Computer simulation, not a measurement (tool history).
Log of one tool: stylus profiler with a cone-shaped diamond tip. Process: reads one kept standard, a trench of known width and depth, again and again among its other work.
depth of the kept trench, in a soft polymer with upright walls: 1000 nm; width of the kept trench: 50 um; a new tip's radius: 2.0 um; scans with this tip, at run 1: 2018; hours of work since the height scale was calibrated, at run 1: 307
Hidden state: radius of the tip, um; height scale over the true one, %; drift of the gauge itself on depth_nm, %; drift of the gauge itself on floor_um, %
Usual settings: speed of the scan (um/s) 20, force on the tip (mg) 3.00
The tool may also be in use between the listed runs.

| run | day | speed of the scan (um/s) | force on the tip (mg) | scans with this tip | hours of work since the height scale was calibrated | depth of the trench (Å) | width of the trench's floor (nm) |
|---|---|---|---|---|---|---|---|
| 1 | 0.000 | 20 | 3.00 | 2018 | 307 | 10143.9 | 46220 |
| 2 | 0.458 | 20 | 1.46 | 2061 | 314 | 10089.1 | 46190 |
| 3 | 0.975 | 73 | 3.00 | 2109 | 321 | 10147.2 | 45930 |
| 4 | 1.617 | 73 | 3.00 | 2168 | 330 | 10145.5 | 45910 |
| 5 | 2.067 | 73 | 3.00 | 2209 | 337 | 10142.3 | 45930 |
| 6 | 2.392 | 73 | 3.00 | 2239 | 341 | 10148.4 | 45920 |
| 7 | 3.046 | 73 | 3.00 | 2300 | 350 | 10146.5 | 45920 |
| 8 | 3.642 | 18 | 3.00 | 2355 | 359 | 10141.0 | 46190 |
| 9 | 4.192 | 18 | 3.00 | 2406 | 366 | 10147.1 | 46150 |
| 10 | 4.738 | 18 | 3.00 | 2456 | 374 | 10147.6 | 46140 |
| 11 | 5.033 | 18 | 3.00 | 2484 | 378 | 10142.8 | 46180 |
| 12 | 5.621 | 11 | 7.88 | 2538 | 387 | 10266.3 | 46180 |
| 13 | 6.292 | 11 | 7.88 | 2600 | 396 | 10261.8 | 46250 |
|  | 6.375 | height scale calibrated on a step standard |
| 14 | 6.742 | 54 | 6.73 | 2640 | 5 | 10244.3 | 46070 |
| 15 | 7.183 | 6 | 3.00 | 2680 | 11 | 10150.6 | 46200 |
| 16 | 7.838 | 37 | 1.21 | 2741 | 21 | 10091.1 | 45970 |
| 17 | 8.412 | 28 | 3.00 | 2794 | 29 | 10149.6 | 46080 |
| 18 | 8.696 | 17 | 3.00 | 2820 | 33 | 10147.0 | 46130 |
| 19 | 9.025 | 49 | 1.48 | 2851 | 37 | 10100.6 | 45870 |

Forecast each of these 5 alternatives for the next run:
| A | 9.392 | 13 | 6.26 | 2884 | 42 | ? | ? |
| B | 9.392 | 24 | 5.76 | 2884 | 42 | ? | ? |
| C | 9.392 | 23 | 3.58 | 2884 | 42 | ? | ? |
| D | 9.392 | 33 | 1.48 | 2884 | 42 | ? | ? |
| E | 9.392 | 8 | 1.00 | 2884 | 42 | ? | ? |

| run | depth of the trench (Å) | width of the trench's floor (nm) |
|---|---|---|
| A | 10233.6 | 46190 |
| B | 10223.5 | 46160 |
| C | 10168.0 | 46140 |
| D | 10095.4 | 46010 |
| E | 10082.9 | 46150 |
Without the tool's hidden state the same runs would have given:
| run | depth of the trench (Å) | width of the trench's floor (nm) |
|---|---|---|
| A | 10214.9 | 46510 |
| B | 10204.8 | 46480 |
| C | 10149.4 | 46450 |
| D | 10076.9 | 46330 |
| E | 10064.4 | 46470 |

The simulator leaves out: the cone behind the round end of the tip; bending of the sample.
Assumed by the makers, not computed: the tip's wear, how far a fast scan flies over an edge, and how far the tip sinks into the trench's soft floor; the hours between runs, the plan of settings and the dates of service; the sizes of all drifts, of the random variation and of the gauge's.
